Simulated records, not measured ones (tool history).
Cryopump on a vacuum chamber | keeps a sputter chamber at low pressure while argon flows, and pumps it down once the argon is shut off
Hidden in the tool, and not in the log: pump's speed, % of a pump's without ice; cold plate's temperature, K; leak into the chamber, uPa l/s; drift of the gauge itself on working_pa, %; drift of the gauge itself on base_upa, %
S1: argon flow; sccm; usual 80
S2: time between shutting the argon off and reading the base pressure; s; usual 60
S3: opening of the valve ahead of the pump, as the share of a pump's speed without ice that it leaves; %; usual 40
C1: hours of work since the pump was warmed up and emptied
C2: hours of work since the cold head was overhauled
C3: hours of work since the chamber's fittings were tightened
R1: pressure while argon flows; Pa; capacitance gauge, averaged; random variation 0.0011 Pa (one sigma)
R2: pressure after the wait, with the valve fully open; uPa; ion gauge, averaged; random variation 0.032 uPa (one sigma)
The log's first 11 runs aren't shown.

{"run": 12, "hour": 288.1, "S1": 80, "S2": 60, "S3": 40, "C1": 213, "C2": 1210, "C3": 1584, "R1": 0.2649, "R2": 2.93}
{"run": 13, "hour": 308.7, "S1": 80, "S2": 60, "S3": 40, "C1": 231, "C2": 1228, "C3": 1601, "R1": 0.265, "R2": 2.9}
{"run": 14, "hour": 327.4, "S1": 80, "S2": 60, "S3": 40, "C1": 247, "C2": 1244, "C3": 1617, "R1": 0.2671, "R2": 2.98}
{"run": 15, "hour": 354.3, "S1": 74, "S2": 60, "S3": 40, "C1": 270, "C2": 1267, "C3": 1640, "R1": 0.246, "R2": 2.91}
{"run": 16, "hour": 371.7, "S1": 88, "S2": 60, "S3": 40, "C1": 285, "C2": 1282, "C3": 1655, "R1": 0.2969, "R2": 3.0}
{"run": 17, "hour": 404.6, "S1": 88, "S2": 60, "S3": 40, "C1": 313, "C2": 1311, "C3": 1684, "R1": 0.2945, "R2": 3.0}
{"run": 18, "hour": 426.2, "S1": 52, "S2": 199, "S3": 26, "C1": 332, "C2": 1329, "C3": 1702, "R1": 0.2647, "R2": 2.07}
{"run": 19, "hour": 456.5, "S1": 100, "S2": 52, "S3": 26, "C1": 358, "C2": 1355, "C3": 1728, "R1": 0.5136, "R2": 3.2}
{"run": 20, "hour": 489.4, "S1": 100, "S2": 65, "S3": 45, "C1": 386, "C2": 1384, "C3": 1757, "R1": 0.3015, "R2": 2.93}
{"run": 21, "hour": 513.8, "S1": 100, "S2": 65, "S3": 37, "C1": 407, "C2": 1405, "C3": 1778, "R1": 0.366, "R2": 3.0}
{"run": 22, "hour": 534.8, "S1": 64, "S2": 60, "S3": 19, "C1": 425, "C2": 1423, "C3": 1796, "R1": 0.4459, "R2": 3.24}
{"run": 23, "hour": 561.3, "S1": 80, "S2": 180, "S3": 40, "C1": 448, "C2": 1445, "C3": 1818, "R1": 0.2732, "R2": 2.34}
{"run": 24, "hour": 583.5, "S1": 136, "S2": 27, "S3": 17, "C1": 467, "C2": 1465, "C3": 1838, "R1": 1.0618, "R2": 4.84}
{"run": 25, "hour": 605.2, "S1": 136, "S2": 27, "S3": 17, "C1": 486, "C2": 1483, "C3": 1856, "R1": 1.0595, "R2": 5.11}
{"run": 26, "hour": 625.7, "S1": 69, "S2": 162, "S3": 42, "C1": 504, "C2": 1501, "C3": 1874, "R1": 0.2278, "R2": 2.42}
{"run": 27, "hour": 660.0, "S1": 62, "S2": 60, "S3": 40, "C1": 533, "C2": 1530, "C3": 1903, "R1": 0.2144, "R2": 3.42}
{"run": 28, "hour": 691.2, "S1": 97, "S2": 124, "S3": 22, "C1": 560, "C2": 1557, "C3": 1930, "R1": 0.5931, "R2": 2.71}
{"run": 29, "hour": 714.9, "S1": 80, "S2": 156, "S3": 27, "C1": 580, "C2": 1578, "C3": 1951, "R1": 0.4037, "R2": 2.48}
{"run": 30, "hour": 740.2, "S1": 80, "S2": 31, "S3": 42, "C1": 602, "C2": 1599, "C3": 1972, "R1": 0.2669, "R2": 4.86}
{"run": 31, "hour": 767.6, "S1": 53, "S2": 60, "S3": 38, "C1": 626, "C2": 1623, "C3": 1996, "R1": 0.1944, "R2": 3.46}
{"run": 32, "hour": 787.2, "S1": 54, "S2": 103, "S3": 42, "C1": 642, "C2": 1640, "C3": 2013, "R1": 0.1812, "R2": 2.9}
{"run": 33, "hour": 812.0, "S1": 36, "S2": 31, "S3": 26, "C1": 664, "C2": 1661, "C3": 2034, "R1": 0.1893, "R2": 4.85}

Forecast each of these 4 alternatives for the next run:
{"run": "A", "hour": 842.4, "S1": 45, "S2": 60, "S3": 40, "C1": 690, "C2": 1687, "C3": 2060, "R1": "?", "R2": "?"}
{"run": "B", "hour": 842.4, "S1": 80, "S2": 112, "S3": 47, "C1": 690, "C2": 1687, "C3": 2060, "R1": "?", "R2": "?"}
{"run": "C", "hour": 842.4, "S1": 36, "S2": 31, "S3": 16, "C1": 690, "C2": 1687, "C3": 2060, "R1": "?", "R2": "?"}
{"run": "D", "hour": 842.4, "S1": 35, "S2": 87, "S3": 26, "C1": 690, "C2": 1687, "C3": 2060, "R1": "?", "R2": "?"}

run=A R1=0.1615 R2=3.60
run=B R1=0.2440 R2=2.85
run=C R1=0.3002 R2=4.90
run=D R1=0.1841 R2=3.13
Without the tool's hidden state the same runs would have given:
run=A R1=0.1470 R2=1.66
run=B R1=0.2185 R2=0.95
run=C R1=0.2888 R2=2.95
run=D R1=0.1729 R2=1.18

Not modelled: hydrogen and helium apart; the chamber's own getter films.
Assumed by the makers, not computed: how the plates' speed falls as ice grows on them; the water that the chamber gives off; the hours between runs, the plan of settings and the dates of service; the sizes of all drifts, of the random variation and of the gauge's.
